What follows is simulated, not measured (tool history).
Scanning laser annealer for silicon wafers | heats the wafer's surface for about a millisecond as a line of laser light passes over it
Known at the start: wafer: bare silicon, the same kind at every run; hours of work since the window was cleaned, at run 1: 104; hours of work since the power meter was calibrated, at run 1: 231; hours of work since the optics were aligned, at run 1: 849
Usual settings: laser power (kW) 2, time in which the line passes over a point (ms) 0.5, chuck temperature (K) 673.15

| run | hour | laser power (kW) | time in which the line passes over a point (ms) | chuck temperature (K) | hours of work since the window was cleaned | hours of work since the power meter was calibrated | hours of work since the optics were aligned | highest temperature of the surface (K) |
|---|---|---|---|---|---|---|---|---|
| 1 | 0 | 2 | 0.5 | 673.15 | 104 | 231 | 849 | 1449.15 |
| 2 | 8.9 | 2.119 | 0.5 | 673.15 | 111 | 238 | 856 | 1511.15 |
| 3 | 16.6 | 1.809 | 0.5 | 673.15 | 117 | 244 | 863 | 1357.15 |
| 4 | 22.9 | 1.809 | 0.5 | 673.15 | 122 | 249 | 868 | 1356.15 |
| 5 | 30.4 | 1.809 | 0.5 | 673.15 | 128 | 255 | 874 | 1357.15 |
| 6 | 35.6 | 1.809 | 0.5 | 673.15 | 132 | 259 | 878 | 1355.15 |
| 7 | 43.9 | 1.809 | 0.5 | 673.15 | 138 | 266 | 884 | 1354.15 |
| 8 | 51.7 | 1.809 | 0.5 | 673.15 | 145 | 272 | 891 | 1350.15 |
| 9 | 57.2 | 1.809 | 0.5 | 673.15 | 149 | 276 | 895 | 1354.15 |
| 10 | 63.1 | 1.809 | 0.5 | 673.15 | 154 | 281 | 900 | 1355.15 |
| 11 | 67.4 | 2 | 0.507 | 673.15 | 157 | 284 | 903 | 1449.15 |
| 12 | 73.5 | 2 | 0.507 | 673.15 | 162 | 289 | 908 | 1449.15 |
| 13 | 80.9 | 2 | 0.507 | 673.15 | 168 | 295 | 914 | 1449.15 |
| 14 | 91.2 | 2 | 0.507 | 673.15 | 176 | 303 | 922 | 1445.15 |
| 15 | 100.2 | 1.76 | 0.507 | 673.15 | 183 | 311 | 929 | 1331.15 |
| 16 | 104.9 | 1.76 | 0.507 | 673.15 | 187 | 314 | 933 | 1331.15 |
| 17 | 111.3 | 1.76 | 0.507 | 673.15 | 192 | 319 | 938 | 1330.15 |
| 18 | 117.8 | 1.76 | 0.611 | 673.15 | 197 | 325 | 943 | 1385.15 |
| 19 | 122.8 | 1.76 | 0.611 | 673.15 | 201 | 329 | 947 | 1386.15 |
| 20 | 130.5 | 1.76 | 0.611 | 673.15 | 207 | 335 | 953 | 1386.15 |
| 21 | 136.4 | 2 | 0.421 | 673.15 | 212 | 339 | 958 | 1381.15 |
| 22 | 144.2 | 1.886 | 0.462 | 701.15 | 218 | 346 | 964 | 1388.15 |
| 23 | 149.8 | 2.176 | 0.5 | 641.15 | 223 | 350 | 969 | 1493.15 |
| 24 | 155.5 | 1.849 | 0.384 | 676.15 | 227 | 355 | 973 | 1292.15 |
| 25 | 161.9 | 1.711 | 0.509 | 650.15 | 232 | 360 | 978 | 1283.15 |
| 26 | 170.1 | 1.711 | 0.509 | 650.15 | 239 | 366 | 985 | 1279.15 |
| 27 | 174.3 | 1.711 | 0.509 | 650.15 | 242 | 370 | 988 | 1283.15 |
| 28 | 183.8 | 1.711 | 0.509 | 650.15 | 250 | 377 | 996 | 1277.15 |
| 29 | 192.7 | 1.711 | 0.509 | 650.15 | 257 | 384 | 1003 | 1280.15 |
| 30 | 197 | 1.711 | 0.509 | 650.15 | 260 | 388 | 1006 | 1280.15 |
| 31 | 203.1 | 1.711 | 0.509 | 650.15 | 265 | 392 | 1011 | 1280.15 |
| 32 | 209.9 | 1.711 | 0.509 | 667.15 | 271 | 398 | 1016 | 1291.15 |
| 33 | 219.9 | 2.042 | 0.5 | 637.15 | 279 | 406 | 1024 | 1416.15 |
| 34 | 228.1 | 1.994 | 0.39 | 673.15 | 285 | 412 | 1031 | 1350.15 |
| 35 | 234.9 | 1.875 | 0.554 | 694.15 | 290 | 418 | 1036 | 1424.15 |
| 36 | 240.4 | 1.875 | 0.554 | 694.15 | 295 | 422 | 1041 | 1427.15 |
| 37 | 248.8 | 1.756 | 0.379 | 665.15 | 302 | 429 | 1047 | 1232.15 |
| 38 | 258.8 | 1.756 | 0.568 | 665.15 | 309 | 437 | 1055 | 1342.15 |
| 39 | 265.4 | 2 | 0.596 | 688.15 | 315 | 442 | 1061 | 1503.15 |
| 40 | 270.1 | 2 | 0.596 | 688.15 | 319 | 446 | 1064 | 1505.15 |

The same runs without the tool's hidden state, with the same run-to-run variation:
The hidden state here: light that passes the window, % of a clean one's; laser's true power over the reading, %; width of the line over the set one, %; drift of the gauge itself on peak_c, C.
| run | highest temperature of the surface (K) |
|---|---|
| 1 | 1469.15 |
| 2 | 1533.15 |
| 3 | 1376.15 |
| 4 | 1374.15 |
| 5 | 1376.15 |
| 6 | 1375.15 |
| 7 | 1374.15 |
| 8 | 1371.15 |
| 9 | 1375.15 |
| 10 | 1376.15 |
| 11 | 1474.15 |
| 12 | 1475.15 |
| 13 | 1475.15 |
| 14 | 1472.15 |
| 15 | 1355.15 |
| 16 | 1354.15 |
| 17 | 1355.15 |
| 18 | 1411.15 |
| 19 | 1413.15 |
| 20 | 1414.15 |
| 21 | 1409.15 |
| 22 | 1416.15 |
| 23 | 1528.15 |
| 24 | 1318.15 |
| 25 | 1310.15 |
| 26 | 1306.15 |
| 27 | 1310.15 |
| 28 | 1305.15 |
| 29 | 1309.15 |
| 30 | 1309.15 |
| 31 | 1309.15 |
| 32 | 1321.15 |
| 33 | 1453.15 |
| 34 | 1383.15 |
| 35 | 1460.15 |
| 36 | 1463.15 |
| 37 | 1261.15 |
| 38 | 1377.15 |
| 39 | 1546.15 |
| 40 | 1549.15 |
